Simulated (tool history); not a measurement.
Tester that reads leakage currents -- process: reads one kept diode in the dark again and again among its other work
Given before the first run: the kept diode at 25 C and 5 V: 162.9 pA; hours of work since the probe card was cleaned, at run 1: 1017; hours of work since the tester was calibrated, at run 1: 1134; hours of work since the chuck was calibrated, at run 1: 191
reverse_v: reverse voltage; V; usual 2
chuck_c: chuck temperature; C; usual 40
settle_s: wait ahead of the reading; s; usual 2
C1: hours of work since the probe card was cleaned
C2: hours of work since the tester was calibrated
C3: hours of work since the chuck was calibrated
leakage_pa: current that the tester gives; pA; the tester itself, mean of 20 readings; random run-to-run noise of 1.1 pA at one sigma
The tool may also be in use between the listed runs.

run 1 day=0 | reverse_v=2 chuck_c=40 settle_s=2 | C1=1017 C2=1134 C3=191 | leakage_pa=364.93
run 2 day=2.65 | reverse_v=2 chuck_c=40 settle_s=2 | C1=1059 C2=1176 C3=233 | leakage_pa=362.78
run 3 day=5.771 | reverse_v=2 chuck_c=40 settle_s=2 | C1=1109 C2=1226 C3=283 | leakage_pa=360.5
run 4 day=10.925 | reverse_v=2 chuck_c=40 settle_s=2 | C1=1191 C2=1308 C3=365 | leakage_pa=354.41
run 5 day=16.1 | reverse_v=2 chuck_c=40 settle_s=5.67 | C1=1274 C2=1390 C3=447 | leakage_pa=349.65
run 6 day=18.917 | reverse_v=3.54 chuck_c=40 settle_s=2 | C1=1319 C2=1435 C3=492 | leakage_pa=477.2
run 7 day=21.242 | reverse_v=2 chuck_c=40 settle_s=2 | C1=1355 C2=1472 C3=529 | leakage_pa=344.76
run 8 day=26.383 | reverse_v=2 chuck_c=40 settle_s=2 | C1=1437 C2=1554 C3=611 | leakage_pa=342.05
run 9 day=29.079 | reverse_v=2 chuck_c=27 settle_s=1.36 | C1=1480 C2=1597 C3=654 | leakage_pa=107.43

Run 10 comes next. What will it give?
run 10 day=33.9 | reverse_v=4.54 chuck_c=32 settle_s=3.87 | C1=1557 C2=1674 C3=731 | leakage_pa=?

Run 10 measured leakage_pa 264.75 pA.
Without the tool's hidden state the same run would have given leakage_pa 295.4 pA.
